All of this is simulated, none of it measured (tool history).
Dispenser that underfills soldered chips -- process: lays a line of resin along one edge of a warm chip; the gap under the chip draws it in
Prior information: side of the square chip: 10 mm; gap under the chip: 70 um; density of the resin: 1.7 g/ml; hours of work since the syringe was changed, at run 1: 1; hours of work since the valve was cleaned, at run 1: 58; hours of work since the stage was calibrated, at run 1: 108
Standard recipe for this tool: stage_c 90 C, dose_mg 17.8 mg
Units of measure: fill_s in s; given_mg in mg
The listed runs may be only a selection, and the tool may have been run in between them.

run,hour,stage_c,dose_mg,hours of work since the syringe was changed,hours of work since the valve was cleaned,hours of work since the stage was calibrated,fill_s,given_mg
1,0.0,90,17.8,1,58,108,62.1,17.39
2,7.7,90,17.8,6,63,113,73.8,17.36
3,13.8,90,17.8,9,67,117,85.2,17.43
# hour 15.1: new syringe of resin
4,19.8,90,17.8,3,70,120,67.5,17.43
5,27.8,90,17.8,8,75,125,82.8,17.32
# hour 31.6: new syringe of resin
6,33.3,90,18.9,1,79,129,62.9,18.27
7,37.4,90,18.9,4,81,131,69.7,18.44
8,42.4,90,19.6,7,84,134,78.2,19.12
# hour 48.3: new syringe of resin
9,51.6,90,20.8,2,90,140,65.0,20.27
10,57.4,90,20.8,6,94,144,74.5,20.13
# hour 64.8: new syringe of resin
11,65.7,90,20.8,1,99,149,62.1,20.24
12,70.4,90,20.8,4,102,152,70.1,20.02
# hour 78.4: dispensing valve cleaned and set on the balance
13,79.5,103,18.1,9,1,157,51.8,17.92
# hour 82.1: new syringe of resin
14,83.9,89,15.2,1,3,159,69.5,15.07
15,90.5,80,17.9,5,7,164,111.9,17.89
# hour 98.9: new syringe of resin
16,99.6,79,20.9,0,13,169,93.7,20.68
17,106.0,79,20.9,4,17,173,110.6,20.65
18,111.6,79,15.9,8,21,177,129.1,15.68

5 options for the next run, each taken on its own from the tool as it stands now. Forecast them:
# hour 115.1: new syringe of resin
A,117.7,94,18.6,2,24,180,?,?
# hour 115.1: new syringe of resin
B,117.7,87,17.1,2,24,180,?,?
# hour 115.1: new syringe of resin
C,117.7,90,17.3,2,24,180,?,?
# hour 115.1: new syringe of resin
D,117.7,79,15.7,2,24,180,?,?
# hour 115.1: new syringe of resin
E,117.7,75,22.4,2,24,180,?,?

run,fill_s,given_mg
A,55.2,18.35
B,71.4,16.86
C,64.1,16.91
D,103.5,15.63
E,116.6,22.25
What these runs would have given with no unlogged condition in the tool:
run,fill_s,given_mg
A,50.2,18.53
B,64.7,17.03
C,58.1,17.08
D,93.5,15.78
E,105.4,22.47
